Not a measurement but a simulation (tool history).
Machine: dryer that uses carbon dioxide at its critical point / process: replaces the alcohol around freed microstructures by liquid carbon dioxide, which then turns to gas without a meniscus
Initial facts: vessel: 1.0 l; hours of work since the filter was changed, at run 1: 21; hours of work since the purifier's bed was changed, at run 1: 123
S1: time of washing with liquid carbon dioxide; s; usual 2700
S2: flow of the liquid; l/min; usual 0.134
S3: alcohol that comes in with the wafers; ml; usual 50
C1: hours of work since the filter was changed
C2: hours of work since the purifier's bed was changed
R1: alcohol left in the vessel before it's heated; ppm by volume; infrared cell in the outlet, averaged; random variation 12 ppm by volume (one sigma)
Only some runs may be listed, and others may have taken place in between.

| run | hour | S1 | S2 | S3 | C1 | C2 | R1 |
|---|---|---|---|---|---|---|---|
| 1 | 0 | 2700 | 0.134 | 50 | 21 | 123 | 802 |
| 2 | 47.8 | 2700 | 0.134 | 50 | 36 | 138 | 837 |
| 3 | 84 | 2700 | 0.134 | 50 | 47 | 149 | 863 |
| 4 | 111.3 | 2700 | 0.134 | 50 | 56 | 158 | 902 |
| 5 | 159.3 | 2700 | 0.134 | 50 | 71 | 173 | 956 |
| 6 | 194.4 | 2700 | 0.134 | 50 | 82 | 184 | 988 |
| 7 | 227.6 | 2700 | 0.134 | 50 | 92 | 194 | 1065 |
| 8 | 270.9 | 2700 | 0.134 | 50 | 106 | 208 | 1106 |
| 9 | 296.9 | 2700 | 0.134 | 50 | 114 | 216 | 1157 |
| 10 | 321.5 | 2700 | 0.134 | 50 | 122 | 223 | 1185 |
| 11 | 351.3 | 2700 | 0.134 | 50 | 131 | 233 | 1241 |
| 12 | 376.9 | 2700 | 0.134 | 50 | 139 | 241 | 1262 |
| 13 | 417.6 | 2700 | 0.134 | 50 | 152 | 253 | 1348 |
|  | 422 | inlet filter changed |
| 14 | 460.3 | 2700 | 0.134 | 59 | 12 | 266 | 957 |
| 15 | 484.4 | 2700 | 0.134 | 59 | 19 | 274 | 1013 |
| 16 | 520.9 | 2700 | 0.134 | 59 | 31 | 285 | 1045 |
| 17 | 560.2 | 2700 | 0.134 | 91 | 43 | 298 | 1606 |
| 18 | 603.6 | 3720 | 0.087 | 63 | 57 | 311 | 1889 |
| 19 | 623.1 | 3720 | 0.087 | 63 | 63 | 317 | 1896 |
| 20 | 648.2 | 3000 | 0.15 | 32 | 71 | 325 | 308 |

Run 21 comes next. What will it give?
| 21 | 686.5 | 2700 | 0.177 | 104 | 83 | 337 | ? |

{"run 21": {"R1": 646}}
The same run, on a tool lacking any hidden state, would have yielded R1 345 ppm by volume.
